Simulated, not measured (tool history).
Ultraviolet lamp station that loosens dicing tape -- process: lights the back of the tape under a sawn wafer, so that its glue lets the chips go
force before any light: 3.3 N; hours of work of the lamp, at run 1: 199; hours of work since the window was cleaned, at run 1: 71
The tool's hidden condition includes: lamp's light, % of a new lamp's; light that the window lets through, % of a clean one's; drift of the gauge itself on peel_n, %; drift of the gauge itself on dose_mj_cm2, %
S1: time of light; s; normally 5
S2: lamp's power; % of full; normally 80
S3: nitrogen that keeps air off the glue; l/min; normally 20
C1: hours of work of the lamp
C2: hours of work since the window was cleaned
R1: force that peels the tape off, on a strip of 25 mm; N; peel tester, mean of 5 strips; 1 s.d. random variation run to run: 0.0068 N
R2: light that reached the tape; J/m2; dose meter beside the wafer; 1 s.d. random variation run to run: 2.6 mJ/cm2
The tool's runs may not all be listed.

run   hour  S1   S2  S3   C1   C2     R1    R2
  1      0   5   80  20  199   71  0.221  3410
  2   10.8   5   80  20  205   78  0.241  3420
  3   20.3   5   80  20  211   84   0.23  3370
  4   28.2   5   80  20  216   88  0.232  3420
  5     37   5   80  19  221   94  0.247  3420
  6   43.5   5   80  19  225   98  0.235  3360
  7   52.4   5   80  19  230  103  0.248  3450
  8   57.8   5   80  19  234  106  0.251  3400
  9     68   5   80  19  240  113  0.238  3430
 10   74.8   5   71  20  244  117   0.28  3030
 11   80.8   5   75  20  247  120  0.258  3180
 12   88.9   5   80  20  252  125  0.231  3410
 13   95.5   7   72  25  256  129  0.163  4330
 14  102.6   5   74  20  261  134  0.266  3150
 15  109.1   3   74  20  265  138  0.594  1900
 16  113.8   5   74  39  267  140  0.189  3140
 17  124.6   5   74  39  274  147  0.199  3150
 18  135.1   5   74  39  280  153  0.187  3160
 19  139.9   5   77   8  283  156  0.442  3300
 20  146.7   2   97  29  287  160  0.609  1700
 21  151.4   2   97  29  290  163  0.622  1670
 22  160.9   2   80   8  296  169  1.385  1350
 23  168.5   5  100   8  301  174  0.314  4320
 24  173.3   2   67  23  304  176  1.096  1130

Consider 3 possible next runs. They are alternatives, not a sequence: every one starts from the tool as it was left by run 24. What does each give?
  A  179.6   3  71  21  307  180   ?   ?
  B  179.6   2  96  13  307  180   ?   ?
  C  179.6   2  67  23  307  180   ?   ?

run     R1    R2
  A  0.632  1820
  B  0.896  1610
  C  1.058  1140
The same runs, with their run-to-run variation unchanged, on a tool lacking any hidden condition would have given:
run     R1    R2
  A  0.632  1820
  B  0.896  1610
  C  1.057  1140
